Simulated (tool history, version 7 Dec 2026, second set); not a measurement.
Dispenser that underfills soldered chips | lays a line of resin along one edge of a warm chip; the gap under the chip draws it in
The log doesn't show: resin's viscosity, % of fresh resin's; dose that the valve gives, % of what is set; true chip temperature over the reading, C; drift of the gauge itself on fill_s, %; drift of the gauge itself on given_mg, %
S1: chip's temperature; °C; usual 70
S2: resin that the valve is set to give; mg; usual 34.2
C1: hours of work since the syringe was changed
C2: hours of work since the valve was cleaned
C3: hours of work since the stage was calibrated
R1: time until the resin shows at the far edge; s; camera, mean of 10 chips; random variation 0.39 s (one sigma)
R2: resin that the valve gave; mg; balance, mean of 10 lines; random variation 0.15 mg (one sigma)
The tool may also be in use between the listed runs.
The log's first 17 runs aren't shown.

run 18 hour=76.5 | S1=70 S2=38.7 | C1=5 C2=4 C3=226 | R1=37.7 R2=38.65
-- hour=78.2 new syringe of resin
run 19 hour=81.2 | S1=70 S2=38.7 | C1=2 C2=8 C3=230 | R1=31.4 R2=38.59
run 20 hour=84.7 | S1=70 S2=38.7 | C1=5 C2=10 C3=233 | R1=39.1 R2=38.58
-- hour=86.0 new syringe of resin
run 21 hour=89.0 | S1=68 S2=37.5 | C1=2 C2=14 C3=236 | R1=33.7 R2=37.08
run 22 hour=93.0 | S1=64 S2=30.5 | C1=5 C2=17 C3=239 | R1=54.9 R2=30.10
-- hour=93.7 new syringe of resin
run 23 hour=98.9 | S1=70 S2=33.6 | C1=4 C2=21 C3=243 | R1=36.0 R2=33.36
-- hour=101.6 new syringe of resin
run 24 hour=104.4 | S1=59 S2=41.4 | C1=2 C2=25 C3=247 | R1=50.9 R2=40.61
run 25 hour=106.8 | S1=69 S2=35.1 | C1=4 C2=27 C3=249 | R1=37.4 R2=34.87
-- hour=109.3 new syringe of resin
run 26 hour=110.3 | S1=69 S2=39.7 | C1=1 C2=30 C3=252 | R1=29.4 R2=38.98
run 27 hour=115.4 | S1=69 S2=39.7 | C1=5 C2=34 C3=256 | R1=39.5 R2=39.19
-- hour=116.9 new syringe of resin
run 28 hour=120.6 | S1=73 S2=29.8 | C1=3 C2=37 C3=259 | R1=28.3 R2=29.20
-- hour=124.8 new syringe of resin
run 29 hour=125.9 | S1=70 S2=32.4 | C1=1 C2=41 C3=263 | R1=28.8 R2=31.74
run 30 hour=129.3 | S1=70 S2=32.4 | C1=4 C2=44 C3=266 | R1=35.3 R2=31.87
-- hour=132.8 new syringe of resin
run 31 hour=134.0 | S1=70 S2=32.4 | C1=1 C2=47 C3=269 | R1=28.3 R2=31.71
run 32 hour=138.4 | S1=80 S2=32.4 | C1=4 C2=51 C3=273 | R1=23.8 R2=31.49
-- hour=140.6 new syringe of resin
run 33 hour=141.2 | S1=84 S2=43.4 | C1=0 C2=53 C3=275 | R1=13.8 R2=42.30
run 34 hour=143.9 | S1=60 S2=43.4 | C1=3 C2=55 C3=277 | R1=50.9 R2=42.12
-- hour=148.7 new syringe of resin
run 35 hour=150.0 | S1=60 S2=43.7 | C1=1 C2=59 C3=281 | R1=45.2 R2=42.19

3 ways to go on from here, each from the tool as it stands after run 35. What would each give?
-- hour=151.4 dispensing valve cleaned and set on the balance
run A hour=156.6 | S1=65 S2=37.5 | C1=5 C2=4 C3=286 | R1=? R2=?
-- hour=151.4 dispensing valve cleaned and set on the balance
run B hour=156.6 | S1=83 S2=32.2 | C1=5 C2=4 C3=286 | R1=? R2=?
-- hour=151.4 dispensing valve cleaned and set on the balance
run C hour=156.6 | S1=81 S2=43.7 | C1=5 C2=4 C3=286 | R1=? R2=?

run=A R1=50.9 R2=37.35
run=B R1=23.1 R2=32.20
run=C R1=24.5 R2=43.58
Without the tool's hidden state the same runs would have given:
run=A R1=30.3 R2=37.55
run=B R1=13.8 R2=32.37
run=C R1=14.7 R2=43.81
